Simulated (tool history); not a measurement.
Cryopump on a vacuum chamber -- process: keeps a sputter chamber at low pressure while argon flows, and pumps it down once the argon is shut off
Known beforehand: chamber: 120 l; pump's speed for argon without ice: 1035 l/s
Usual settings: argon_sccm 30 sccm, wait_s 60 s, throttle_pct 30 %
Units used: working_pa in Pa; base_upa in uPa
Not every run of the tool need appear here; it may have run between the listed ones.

run	hour	argon_sccm	wait_s	throttle_pct	working_pa	base_upa
1	0	30	60	30	0.1781	2.83
2	59.4	30	60	30	0.1785	2.9
3	84.3	30	60	30	0.1786	2.85
4	118.4	30	60	30	0.179	2.7
5	173.2	13	60	30	0.0794	2.89
6	204.2	13	60	30	0.0783	2.86
7	243.2	30	60	30	0.1811	2.95
8	291.4	30	60	30	0.1809	2.91
9	325.9	30	60	30	0.1826	2.88
10	365.5	30	177	30	0.1812	1.34
11	400.4	59	60	30	0.3607	2.91
# hour 430.8: pump warmed up, emptied and cooled again
12	435.2	30	60	30	0.1633	2.82
13	495.4	30	60	30	0.1654	2.8
14	529.9	48	60	30	0.2646	2.82
15	576.7	48	60	30	0.2649	2.83
16	628.3	48	60	30	0.2638	2.81
17	653.3	48	60	30	0.2657	2.86
18	693	48	60	30	0.2649	2.89
19	747	48	60	30	0.2662	2.79
20	807.2	48	60	30	0.2668	2.88
21	866.5	13	74	38	0.0585	2.45
22	902.4	13	74	38	0.0586	2.37
23	949	13	74	38	0.0573	2.47
24	976.2	13	88	31	0.071	2.05
25	1007.8	13	88	31	0.07	2.16
26	1037.8	13	105	15	0.1436	1.85
27	1064.2	13	105	15	0.1447	1.85
28	1112	13	105	15	0.144	1.87

What does the tool deliver on the next run?
29	1165.6	21	105	15	?	?

{"run 29": {"working_pa": 0.2327, "base_upa": 1.89}}
On a tool with no hidden condition, and with the same random variation, this run would have come out at working_pa 0.2279 Pa, base_upa 1.65 uPa.
